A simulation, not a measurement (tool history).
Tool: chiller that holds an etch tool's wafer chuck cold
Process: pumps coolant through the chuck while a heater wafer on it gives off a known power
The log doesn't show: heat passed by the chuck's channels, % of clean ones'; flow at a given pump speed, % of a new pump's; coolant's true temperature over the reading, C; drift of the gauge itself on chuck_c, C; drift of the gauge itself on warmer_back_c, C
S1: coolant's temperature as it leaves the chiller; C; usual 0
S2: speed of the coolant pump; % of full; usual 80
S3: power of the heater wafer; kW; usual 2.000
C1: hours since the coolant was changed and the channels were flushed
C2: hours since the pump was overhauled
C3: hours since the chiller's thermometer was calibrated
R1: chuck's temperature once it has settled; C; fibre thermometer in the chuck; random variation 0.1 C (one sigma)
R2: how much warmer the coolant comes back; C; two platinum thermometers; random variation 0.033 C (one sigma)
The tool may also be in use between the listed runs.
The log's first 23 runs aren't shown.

Run 24, hour 677.9: usual settings but S1 2 C, S2 61 % of full, S3 2.822 kW; C1 1222; C2 1273; C3 1438. Result: R1 26.5 C, R2 8.04 C.
Run 25, hour 701.1: usual settings but S2 96 % of full, S3 1.563 kW; C1 1245; C2 1296; C3 1461. Result: R1 10.1 C, R2 2.85 C.
Run 26, hour 739.7: usual settings but S3 1.353 kW; C1 1284; C2 1335; C3 1500. Result: R1 9.8 C, R2 2.98 C.
Run 27, hour 766.7: usual settings but S1 -1 C, S3 2.038 kW; C1 1311; C2 1362; C3 1527. Result: R1 13.7 C, R2 4.41 C.
Run 28, hour 790.5: usual settings but S3 1.291 kW; C1 1334; C2 1385; C3 1550. Result: R1 9.4 C, R2 2.82 C.
Run 29, hour 821.6: usual settings but S3 1.291 kW; C1 1366; C2 1417; C3 1581. Result: R1 9.6 C, R2 2.80 C.
Run 30, hour 840.5: usual settings but S1 5 C, S2 99 % of full, S3 1.082 kW; C1 1384; C2 1436; C3 1600. Result: R1 12.0 C, R2 1.94 C.
Run 31, hour 877.6: usual settings but S1 5 C, S2 99 % of full, S3 1.082 kW; C1 1421; C2 1473; C3 1637. Result: R1 11.9 C, R2 1.89 C.
Run 32, hour 900.0: usual settings but S1 2 C, S3 1.561 kW; C1 1444; C2 1495; C3 1660. Result: R1 13.4 C, R2 3.42 C.

3 ways to go on from here, each from the tool as it stands after run 32. What would each give?
Run A, hour 921.8: usual settings but S1 -9 C, S3 2.943 kW; C1 1466; C2 1517; C3 1682. Result: R1 ?, R2 ?.
Run B, hour 921.8: usual settings but S1 -5 C, S2 97 % of full, S3 1.968 kW; C1 1466; C2 1517; C3 1682. Result: R1 ?, R2 ?.
Run C, hour 921.8: usual settings but S1 -1 C, S2 60 % of full, S3 1.839 kW; C1 1466; C2 1517; C3 1682. Result: R1 ?, R2 ?.

run    R1    R2
  A  12.4  6.40
  B   7.7  3.56
  C  15.3  5.34
Without the tool's hidden state the same runs would have given:
run    R1    R2
  A  11.2  6.29
  B   6.9  3.50
  C  14.3  5.25

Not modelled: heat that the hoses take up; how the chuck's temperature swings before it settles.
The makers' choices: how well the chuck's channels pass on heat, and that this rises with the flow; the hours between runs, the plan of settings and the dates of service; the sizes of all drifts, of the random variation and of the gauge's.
